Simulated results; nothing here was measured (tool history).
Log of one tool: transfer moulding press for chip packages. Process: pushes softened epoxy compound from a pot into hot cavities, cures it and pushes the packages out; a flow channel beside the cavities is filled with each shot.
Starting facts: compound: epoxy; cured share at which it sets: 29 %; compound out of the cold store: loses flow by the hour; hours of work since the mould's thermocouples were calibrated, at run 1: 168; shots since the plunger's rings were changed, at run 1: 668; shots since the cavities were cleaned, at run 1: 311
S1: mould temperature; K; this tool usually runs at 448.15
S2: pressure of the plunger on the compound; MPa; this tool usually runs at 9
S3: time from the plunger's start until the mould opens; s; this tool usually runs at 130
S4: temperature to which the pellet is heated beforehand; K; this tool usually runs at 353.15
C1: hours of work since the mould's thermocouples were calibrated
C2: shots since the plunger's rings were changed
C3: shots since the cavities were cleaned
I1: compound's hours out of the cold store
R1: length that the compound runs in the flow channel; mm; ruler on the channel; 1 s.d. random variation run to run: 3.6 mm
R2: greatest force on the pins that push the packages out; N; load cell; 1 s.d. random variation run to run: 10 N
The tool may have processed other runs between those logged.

Run 1, hour 0: usual settings; C1 168; C2 668; C3 311; I1 30.8. Result: R1 726 mm, R2 493 N.
Run 2, hour 7.4: usual settings but S4 360.15 K; C1 172; C2 716; C3 359; I1 25.3. Result: R1 740 mm, R2 484 N.
Run 3, hour 20.2: usual settings; C1 178; C2 799; C3 442; I1 28.4. Result: R1 733 mm, R2 463 N.
Run 4, hour 29.9: usual settings; C1 183; C2 863; C3 506; I1 9.5. Result: R1 780 mm, R2 483 N.
Run 5, hour 36.6: usual settings; C1 186; C2 906; C3 549; I1 23.9. Result: R1 752 mm, R2 461 N.
Run 6, hour 43.9: usual settings but S4 350.15 K; C1 189; C2 954; C3 597; I1 21.1. Result: R1 758 mm, R2 476 N.
Run 7, hour 54: usual settings but S4 350.15 K; C1 194; C2 1019; C3 662; I1 29.3. Result: R1 732 mm, R2 468 N.
Run 8, hour 66.5: usual settings but S4 350.15 K; C1 200; C2 1101; C3 744; I1 25.8. Result: R1 737 mm, R2 474 N.
Run 9, hour 78.7: usual settings but S4 350.15 K; C1 206; C2 1180; C3 823; I1 37.4. Result: R1 711 mm, R2 467 N.
Run 10, hour 84.9: usual settings but S4 356.15 K; C1 209; C2 1221; C3 864; I1 16.9. Result: R1 761 mm, R2 465 N.
Run 11, hour 95.2: usual settings but S1 446.15 K; C1 214; C2 1288; C3 931; I1 18.3. Result: R1 765 mm, R2 516 N.
Run 12, hour 105.3: usual settings but S1 453.15 K, S4 351.15 K; C1 219; C2 1354; C3 997; I1 46.8. Result: R1 676 mm, R2 421 N.
At hour 111.8: cavities cleaned with cleaning compound and waxed.
Run 13, hour 119.2: usual settings but S1 453.15 K, S4 351.15 K; C1 225; C2 1434; C3 48; I1 15.9. Result: R1 736 mm, R2 454 N.
Run 14, hour 130.8: usual settings but S1 453.15 K, S4 351.15 K; C1 230; C2 1510; C3 124; I1 11.3. Result: R1 754 mm, R2 433 N.
Run 15, hour 143.5: usual settings but S1 453.15 K, S4 351.15 K; C1 236; C2 1592; C3 206; I1 35.7. Result: R1 697 mm, R2 446 N.
Run 16, hour 150.9: usual settings but S2 10.3 MPa, S3 136 s; C1 240; C2 1641; C3 255; I1 26.3. Result: R1 797 mm, R2 466 N.
Run 17, hour 156.8: usual settings but S1 455.15 K, S2 8.95 MPa; C1 243; C2 1679; C3 293; I1 33.3. Result: R1 689 mm, R2 435 N.
Run 18, hour 164.2: usual settings but S1 455.15 K, S2 8.95 MPa; C1 246; C2 1727; C3 341; I1 26.9. Result: R1 702 mm, R2 451 N.
Run 19, hour 171: usual settings but S1 453.15 K, S2 8.13 MPa, S3 135 s, S4 343.15 K; C1 250; C2 1772; C3 386; I1 33.1. Result: R1 666 mm, R2 435 N.

Branching from run 19: 3 alternative next runs. What would each branch give?
Run A, hour 181.6: usual settings but S3 112 s; C1 255; C2 1841; C3 455; I1 17.2. Result: R1 ?, R2 ?.
Run B, hour 181.6: usual settings but S1 453.15 K, S2 8.13 MPa, S4 343.15 K; C1 255; C2 1841; C3 455; I1 33.7. Result: R1 ?, R2 ?.
Run C, hour 181.6: usual settings but S1 440.15 K, S3 164 s; C1 255; C2 1841; C3 455; I1 47.2. Result: R1 ?, R2 ?.

run   R1   R2
  A  766  582
  B  666  450
  C  725  517
Without the tool's hidden state the same runs would have given:
run   R1   R2
  A  766  579
  B  666  448
  C  725  514
